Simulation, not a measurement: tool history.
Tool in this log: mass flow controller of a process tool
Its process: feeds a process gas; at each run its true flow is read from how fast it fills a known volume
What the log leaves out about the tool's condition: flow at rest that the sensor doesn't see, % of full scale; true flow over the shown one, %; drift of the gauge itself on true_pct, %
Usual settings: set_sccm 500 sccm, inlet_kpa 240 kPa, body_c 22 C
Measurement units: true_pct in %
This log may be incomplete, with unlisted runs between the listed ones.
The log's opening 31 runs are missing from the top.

run	hour	set_sccm	inlet_kpa	body_c	hours of work since the controller was set to zero	hours of work since the controller was changed	true_pct
32	2416.2	936	262	29	4040	4040	96.86
33	2520.6	936	262	29	4115	4115	96.86
34	2580.9	936	262	29	4159	4159	96.74
35	2627.9	936	151	28	4193	4193	96.77
# hour 2698.8: gauge calibrated
36	2711.1	116	240	22	4252	4252	99.99
37	2814.1	101	172	22	4327	4327	99.72
38	2898.4	101	172	22	4388	4388	99.84
39	2996.1	500	262	25	4458	4458	99.30
40	3042.6	626	171	21	4492	4492	99.96
41	3123.5	626	171	21	4550	4550	99.78
42	3186.4	626	254	28	4595	4595	98.82
43	3251.9	626	253	28	4642	4642	98.94
44	3304.3	626	253	28	4680	4680	98.92
45	3399.9	500	210	35	4749	4749	98.14
46	3463.8	298	153	23	4795	4795	99.05
47	3533.2	298	153	23	4845	4845	99.05

What if the next run were any one of these 3? Each begins from the tool's condition after run 47:
A	3579.8	240	143	23	4879	4879	?
B	3579.8	353	171	32	4879	4879	?
C	3579.8	272	240	28	4879	4879	?

run	true_pct
A	98.96
B	98.07
C	98.51
Without the tool's unlogged condition, the same runs would have read:
run	true_pct
A	99.91
B	99.02
C	99.45
